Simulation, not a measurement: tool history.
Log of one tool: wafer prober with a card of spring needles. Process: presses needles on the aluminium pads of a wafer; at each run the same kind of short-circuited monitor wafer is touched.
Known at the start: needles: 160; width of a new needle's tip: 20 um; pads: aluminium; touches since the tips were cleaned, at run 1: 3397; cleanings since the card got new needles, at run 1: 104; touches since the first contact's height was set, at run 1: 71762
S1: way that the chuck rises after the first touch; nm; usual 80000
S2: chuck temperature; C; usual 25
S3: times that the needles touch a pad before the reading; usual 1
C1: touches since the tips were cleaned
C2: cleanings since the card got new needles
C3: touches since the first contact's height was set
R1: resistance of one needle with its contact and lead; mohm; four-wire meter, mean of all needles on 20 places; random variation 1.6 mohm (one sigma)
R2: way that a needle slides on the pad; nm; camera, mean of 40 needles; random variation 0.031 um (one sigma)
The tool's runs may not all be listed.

Run 1, hour 0: usual settings; C1 3397; C2 104; C3 71762. Result: R1 161 mohm, R2 16570 nm.
At hour 4: tips cleaned on abrasive film.
At hour 14.5: tips cleaned on abrasive film.
At hour 24.9: tips cleaned on abrasive film.
At hour 35.7: tips cleaned on abrasive film.
Run 2, hour 36: usual settings; C1 130; C2 108; C3 92085. Result: R1 159 mohm, R2 16630 nm.
At hour 46.2: tips cleaned on abrasive film.
Run 3, hour 54.7: usual settings; C1 4853; C2 109; C3 102727. Result: R1 157 mohm, R2 16630 nm.
At hour 56.9: tips cleaned on abrasive film.
At hour 67.7: tips cleaned on abrasive film.
At hour 78.3: tips cleaned on abrasive film.
At hour 88.5: tips cleaned on abrasive film.
Run 4, hour 90.5: usual settings but S1 60000 nm; C1 1136; C2 113; C3 122966. Result: R1 163 mohm, R2 12450 nm.
At hour 98.8: tips cleaned on abrasive film.
At hour 109.3: tips cleaned on abrasive film.
Run 5, hour 114.5: usual settings but S1 60000 nm; C1 2937; C2 115; C3 136572. Result: R1 162 mohm, R2 12480 nm.
At hour 118.5: tips cleaned on abrasive film.
At hour 129.1: tips cleaned on abrasive film.
At hour 139.8: tips cleaned on abrasive film.
Run 6, hour 145.7: usual settings but S1 100000 nm; C1 3328; C2 118; C3 154227. Result: R1 154 mohm, R2 20800 nm.
At hour 150: tips cleaned on abrasive film.
At hour 160.4: tips cleaned on abrasive film.
Run 7, hour 165.8: usual settings but S1 100000 nm; C1 3082; C2 120; C3 165619. Result: R1 155 mohm, R2 20820 nm.
At hour 169.9: tips cleaned on abrasive film.
At hour 180.3: tips cleaned on abrasive film.
Run 8, hour 186.7: usual settings but S1 100000 nm; C1 3654; C2 122; C3 177448. Result: R1 152 mohm, R2 20780 nm.
At hour 191.1: tips cleaned on abrasive film.
At hour 191.4: height of the first contact set anew.
At hour 202.1: tips cleaned on abrasive film.
Run 9, hour 210.3: usual settings but S1 100000 nm; C1 4647; C2 124; C3 10750. Result: R1 154 mohm, R2 20750 nm.
At hour 212.5: tips cleaned on abrasive film.
At hour 223.1: tips cleaned on abrasive film.
At hour 231.7: tips cleaned on abrasive film.
At hour 242.2: tips cleaned on abrasive film.
Run 10, hour 247.3: usual settings but S1 100000 nm; C1 2893; C2 128; C3 31681. Result: R1 155 mohm, R2 20760 nm.
At hour 251.7: tips cleaned on abrasive film.
At hour 262.2: tips cleaned on abrasive film.
At hour 272.5: tips cleaned on abrasive film.
At hour 283.2: tips cleaned on abrasive film.
Run 11, hour 289: usual settings but S1 100000 nm; C1 3333; C2 132; C3 55324. Result: R1 154 mohm, R2 20810 nm.
At hour 293.4: tips cleaned on abrasive film.
At hour 303.9: tips cleaned on abrasive film.
At hour 313.9: tips cleaned on abrasive film.
At hour 324.3: tips cleaned on abrasive film.
Run 12, hour 329.8: usual settings but S1 100000 nm; C1 3150; C2 136; C3 78387. Result: R1 151 mohm, R2 20790 nm.
At hour 334: tips cleaned on abrasive film.
At hour 344.8: tips cleaned on abrasive film.
Run 13, hour 353: usual settings but S1 100000 nm; C1 4701; C2 138; C3 91542. Result: R1 155 mohm, R2 20760 nm.
At hour 355.2: tips cleaned on abrasive film.
At hour 365.7: tips cleaned on abrasive film.
Run 14, hour 372.7: usual settings but S1 100000 nm; C1 4010; C2 140; C3 102683. Result: R1 151 mohm, R2 20760 nm.
At hour 374.9: tips cleaned on abrasive film.
At hour 385.3: tips cleaned on abrasive film.
At hour 395.7: tips cleaned on abrasive film.
Run 15, hour 396.1: usual settings but S1 86000 nm, S3 2; C1 234; C2 143; C3 115909. Result: R1 156 mohm, R2 17850 nm.
At hour 404.8: tips cleaned on abrasive film.
At hour 415.5: tips cleaned on abrasive film.
Run 16, hour 420.5: usual settings but S2 40 C; C1 2846; C2 145; C3 129719. Result: R1 160 mohm, R2 16600 nm.
At hour 424.9: tips cleaned on abrasive film.
At hour 435.6: tips cleaned on abrasive film.
At hour 446: tips cleaned on abrasive film.
Run 17, hour 446.1: usual settings but S1 75000 nm, S2 40 C; C1 46; C2 148; C3 144161. Result: R1 162 mohm, R2 15530 nm.
At hour 456.3: tips cleaned on abrasive film.
At hour 467.1: tips cleaned on abrasive film.
At hour 477.5: tips cleaned on abrasive film.
Run 18, hour 482: usual settings but S1 88000 nm, S2 26 C, S3 2; C1 2539; C2 151; C3 164506. Result: R1 157 mohm, R2 18250 nm.
At hour 488.2: tips cleaned on abrasive film.
At hour 498.3: tips cleaned on abrasive film.
Run 19, hour 500.4: usual settings but S1 70000 nm, S2 28 C; C1 1182; C2 153; C3 174914. Result: R1 159 mohm, R2 14520 nm.
At hour 508.4: tips cleaned on abrasive film.
At hour 510.9: height of the first contact set anew.
At hour 519.2: tips cleaned on abrasive film.
At hour 529.6: tips cleaned on abrasive film.
Run 20, hour 534.8: usual settings but S1 70000 nm, S2 28 C; C1 2964; C2 156; C3 13581. Result: R1 161 mohm, R2 14530 nm.
At hour 539.2: tips cleaned on abrasive film.
At hour 550: tips cleaned on abrasive film.
At hour 560.4: tips cleaned on abrasive film.
At hour 570.9: tips cleaned on abrasive film.
Run 21, hour 572.4: usual settings but S2 96 C, S3 3; C1 842; C2 160; C3 34821. Result: R1 173 mohm, R2 16570 nm.
At hour 580.8: tips cleaned on abrasive film.
At hour 591.4: tips cleaned on abrasive film.
Run 22, hour 594.1: usual settings but S2 96 C, S3 2; C1 1533; C2 162; C3 47120. Result: R1 171 mohm, R2 16630 nm.
At hour 600.2: tips cleaned on abrasive film.
At hour 611: tips cleaned on abrasive film.
At hour 621.6: tips cleaned on abrasive film.
Run 23, hour 622.9: usual settings but S1 70000 nm, S2 27 C; C1 727; C2 165; C3 63403. Result: R1 163 mohm, R2 14590 nm.
At hour 631.3: tips cleaned on abrasive film.
At hour 641.7: tips cleaned on abrasive film.
Run 24, hour 649.5: usual settings but S2 55 C, S3 3; C1 4479; C2 167; C3 78529. Result: R1 166 mohm, R2 16540 nm.
At hour 651.8: tips cleaned on abrasive film.
At hour 662.2: tips cleaned on abrasive film.
At hour 672.6: tips cleaned on abrasive film.
At hour 682.4: tips cleaned on abrasive film.
Run 25, hour 682.4: usual settings but S2 55 C, S3 3; C1 0; C2 171; C3 97078. Result: R1 164 mohm, R2 16640 nm.
At hour 692.8: tips cleaned on abrasive film.
At hour 703.5: tips cleaned on abrasive film.
Run 26, hour 708.7: usual settings but S2 55 C, S3 3; C1 2941; C2 173; C3 111998. Result: R1 163 mohm, R2 16570 nm.
At hour 713.1: tips cleaned on abrasive film.
At hour 723.8: tips cleaned on abrasive film.
At hour 734.2: tips cleaned on abrasive film.
At hour 745: tips cleaned on abrasive film.
Run 27, hour 750.2: usual settings but S2 109 C, S3 3; C1 2972; C2 177; C3 135485. Result: R1 170 mohm, R2 16640 nm.

Forecast each of these 4 alternatives for the next run:
At hour 754.6: tips cleaned on abrasive film.
At hour 765.3: tips cleaned on abrasive film.
At hour 775.4: tips cleaned on abrasive film.
Run A, hour 779.8: usual settings but S2 109 C; C1 2520; C2 180; C3 152269. Result: R1 ?, R2 ?.
At hour 754.6: tips cleaned on abrasive film.
At hour 765.3: tips cleaned on abrasive film.
At hour 775.4: tips cleaned on abrasive film.
Run B, hour 779.8: usual settings but S1 65000 nm, S2 109 C, S3 3; C1 2520; C2 180; C3 152269. Result: R1 ?, R2 ?.
At hour 754.6: tips cleaned on abrasive film.
At hour 765.3: tips cleaned on abrasive film.
At hour 775.4: tips cleaned on abrasive film.
Run C, hour 779.8: usual settings but S1 63000 nm, S2 31 C; C1 2520; C2 180; C3 152269. Result: R1 ?, R2 ?.
At hour 754.6: tips cleaned on abrasive film.
At hour 765.3: tips cleaned on abrasive film.
At hour 775.4: tips cleaned on abrasive film.
Run D, hour 779.8: usual settings but S1 67000 nm, S2 109 C, S3 3; C1 2520; C2 180; C3 152269. Result: R1 ?, R2 ?.

run   R1     R2
  A  174  16580
  B  177  13480
  C  163  13060
  D  176  13900
Without the tool's hidden state the same runs would have given:
run   R1     R2
  A  174  16580
  B  177  13480
  C  162  13060
  D  176  13900
